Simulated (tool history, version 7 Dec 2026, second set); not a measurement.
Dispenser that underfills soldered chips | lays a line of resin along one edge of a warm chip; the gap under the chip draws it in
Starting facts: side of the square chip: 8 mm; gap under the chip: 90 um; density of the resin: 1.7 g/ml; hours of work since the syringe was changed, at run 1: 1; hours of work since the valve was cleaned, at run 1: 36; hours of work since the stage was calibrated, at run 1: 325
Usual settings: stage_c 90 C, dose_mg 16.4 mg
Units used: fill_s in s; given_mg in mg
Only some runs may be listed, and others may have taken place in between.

run     day  stage_c  dose_mg  hours of work since the syringe was changed  hours of work since the valve was cleaned  hours of work since the stage was calibrated  fill_s  given_mg
  1   0.000       90     16.4                                            1                                         36                                           325    13.8     16.31
  2   0.288       90     16.4                                            5                                         41                                           330    17.8     16.10
      0.412  -- new syringe of resin
  3   0.642       90     16.4                                            3                                         46                                           335    17.0     16.10
      0.854  -- new syringe of resin
  4   0.942       90     21.1                                            1                                         50                                           339    15.4     20.54
      1.271  -- new syringe of resin
  5   1.533       90     16.4                                            4                                         59                                           348    17.4     16.01
      1.667  -- dispensing valve cleaned and set on the balance
      1.729  -- new syringe of resin
  6   1.821       90     16.4                                            1                                          2                                           351    15.3     16.42
      2.158  -- new syringe of resin
  7   2.371       90     20.8                                            3                                         10                                           359    16.7     20.59
      2.583  -- new syringe of resin
  8   2.883       90     20.8                                            4                                         18                                           367    17.4     20.53
      3.033  -- new syringe of resin
      3.479  -- new syringe of resin
  9   3.492       90     20.8                                            0                                         26                                           375    14.0     20.55
 10   3.729       90     16.4                                            4                                         30                                           379    16.9     16.18
      3.925  -- new syringe of resin
 11   4.117       86     16.4                                            3                                         35                                           384    18.0     16.03
      4.362  -- new syringe of resin
 12   4.500       99     16.4                                            2                                         41                                           390    11.3     16.07
      4.800  -- new syringe of resin
 13   4.904       99     16.4                                            2                                         47                                           396    11.3     16.10
      5.225  -- new syringe of resin
 14   5.350       86     16.4                                            2                                         53                                           402    16.9     16.06
      5.671  -- new syringe of resin
 15   5.750       86     16.4                                            1                                         59                                           408    15.8     15.98
      5.862  -- dispensing valve cleaned and set on the balance
 16   6.050       91     20.0                                            5                                          3                                           412    18.0     20.16
      6.129  -- new syringe of resin
      6.542  -- new syringe of resin
 17   6.542       93     14.6                                            0                                         10                                           419    12.3     14.54
 18   6.933       84     20.1                                            6                                         16                                           425    23.1     20.14
      7.000  -- new syringe of resin
      7.188  -- stage's temperature calibrated
 19   7.404       79     18.9                                            5                                         22                                             3    27.6     18.67
      7.462  -- new syringe of resin
 20   7.700       91     17.4                                            4                                         26                                             7    17.6     17.23
      7.879  -- new syringe of resin
 21   8.238       92     17.2                                            5                                         34                                            15    18.8     16.98
      8.292  -- new syringe of resin
      8.717  -- new syringe of resin
 22   8.783       92     17.2                                            1                                         42                                            23    14.6     16.88
      9.150  -- new syringe of resin
 23   9.150      103     17.9                                            0                                         47                                            28     9.8     17.57
 24   9.525      102     17.5                                            6                                         52                                            34    14.3     17.29
      9.588  -- new syringe of resin
 25   9.862       94     17.5                                            4                                         57                                            39    16.4     17.14
     10.025  -- new syringe of resin
     10.112  -- dispensing valve cleaned and set on the balance
 26  10.192       94     17.5                                            2                                          1                                            43    14.2     17.40
     10.488  -- new syringe of resin
 27  10.492       76     16.2                                            0                                          5                                            47    23.6     16.28
 28  10.754       76     16.8                                            4                                          9                                            51    28.9     16.76

Branching from run 28: 3 alternative next runs. What would each branch give?
     10.938  -- new syringe of resin
  A  11.071       95     16.8                                            2                                         14                                            56       ?         ?
     10.938  -- new syringe of resin
  B  11.071       98     17.1                                            2                                         14                                            56       ?         ?
     10.938  -- new syringe of resin
  C  11.071       80     18.1                                            2                                         14                                            56       ?         ?

run  fill_s  given_mg
  A    13.8     16.88
  B    12.8     17.10
  C    22.7     18.12
Had the tool no hidden state, the same runs would have come out as:
run  fill_s  given_mg
  A    12.5     16.94
  B    11.6     17.16
  C    20.6     18.19
